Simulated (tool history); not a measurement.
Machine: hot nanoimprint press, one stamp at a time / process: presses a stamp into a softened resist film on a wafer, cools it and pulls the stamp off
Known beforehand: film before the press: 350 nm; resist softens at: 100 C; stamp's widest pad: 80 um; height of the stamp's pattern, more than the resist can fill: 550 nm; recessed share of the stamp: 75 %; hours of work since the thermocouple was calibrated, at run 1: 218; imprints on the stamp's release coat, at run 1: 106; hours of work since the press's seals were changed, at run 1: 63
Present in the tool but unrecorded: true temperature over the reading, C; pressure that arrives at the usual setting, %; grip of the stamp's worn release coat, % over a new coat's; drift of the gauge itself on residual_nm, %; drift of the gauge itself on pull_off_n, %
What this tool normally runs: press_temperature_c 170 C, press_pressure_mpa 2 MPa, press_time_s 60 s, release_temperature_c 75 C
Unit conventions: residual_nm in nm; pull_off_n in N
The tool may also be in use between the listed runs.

run	hour	press_temperature_c	press_pressure_mpa	press_time_s	release_temperature_c	hours of work since the thermocouple was calibrated	imprints on the stamp's release coat	hours of work since the press's seals were changed	residual_nm	pull_off_n
1	0	170	2	60	75	218	106	63	120.1	159
2	19.5	170	2	60	75	229	191	75	118.4	157
3	49.1	170	2	60	75	247	321	93	116.9	168
4	84.4	170	2	60	79	269	475	114	118.2	181
5	124.8	170	2	60	75	293	652	139	116.4	204
6	144.3	170	2	60	75	305	738	151	115.6	198
7	163.9	170	2	60	75	317	824	162	114.6	208
8	207.9	170	2	60	75	343	1017	189	114.7	221
9	234.4	170	2	60	75	359	1133	205	113.6	236
# hour 266: plate thermocouple calibrated
10	280.5	161	2	60	75	9	1321	231	168	242
11	313.7	161	2	60	75	29	1467	251	168.3	255
12	336	170	2	60	75	42	1564	265	106.1	255
13	374.4	170	2	60	75	66	1733	288	105.3	280
14	413.8	170	2	60	75	89	1905	312	104.6	302
15	439.3	170	2	60	75	105	2017	327	103.5	306
# hour 453.9: stamp cleaned and given a new release coat
# hour 466.8: plate thermocouple calibrated, once more
16	487.8	164	1.65	84	70	13	134	351	167.7	160
17	526.3	164	1.99	84	70	36	303	374	154.8	170
18	552.9	164	2.19	84	70	52	420	390	148.2	179
19	597.6	164	2.19	84	70	79	615	418	144.7	193
20	631.2	164	1.25	60	75	99	763	438	201.1	198
21	650.4	164	1.25	60	75	111	847	449	202.3	209
22	679.8	164	1.25	76	75	129	975	467	187.1	219
23	709.1	170	2	31	62	147	1104	485	162.9	248
24	742.5	170	2	56	62	167	1250	505	129.2	262
25	765.1	170	2	56	62	180	1349	519	127.6	272
26	808.6	165	1.27	49	69	207	1539	545	203.9	274
27	848.9	165	1.27	76	81	231	1716	570	172.9	272
28	887.2	165	1.27	90	68	254	1884	593	159.3	311
# hour 932: stamp cleaned and given a new release coat
29	932.1	181	1.36	51	81	278	0	616	89.9	140

Some steps in residual_nm between neighbouring runs. How much of each would the tool show without its hidden state too (settings, what came in, random variation), and how much is left for the hidden state, with any gauge scatter that isn't in both results?
Run 9 -> 10: press_temperature_c 170 -> 161, plate thermocouple calibrated. residual_nm +54.4 nm: hidden state -18.4, all else +72.8.
Run 15 -> 16: press_temperature_c 170 -> 164, press_pressure_mpa 2 -> 1.65, press_time_s 60 -> 84, release_temperature_c 75 -> 70, stamp cleaned and given a new release coat, plate thermocouple calibrated, once more. residual_nm +64.2 nm: hidden state +24.4, all else +39.8.
Run 25 -> 26: press_temperature_c 170 -> 165, press_pressure_mpa 2 -> 1.27, press_time_s 56 -> 49, release_temperature_c 62 -> 69. residual_nm +76.3 nm: hidden state -3, all else +79.3.
Run 28 -> 29: press_temperature_c 165 -> 181, press_pressure_mpa 1.27 -> 1.36, press_time_s 90 -> 51, release_temperature_c 68 -> 81, stamp cleaned and given a new release coat. residual_nm -69.4 nm: hidden state +3.2, all else -72.6.
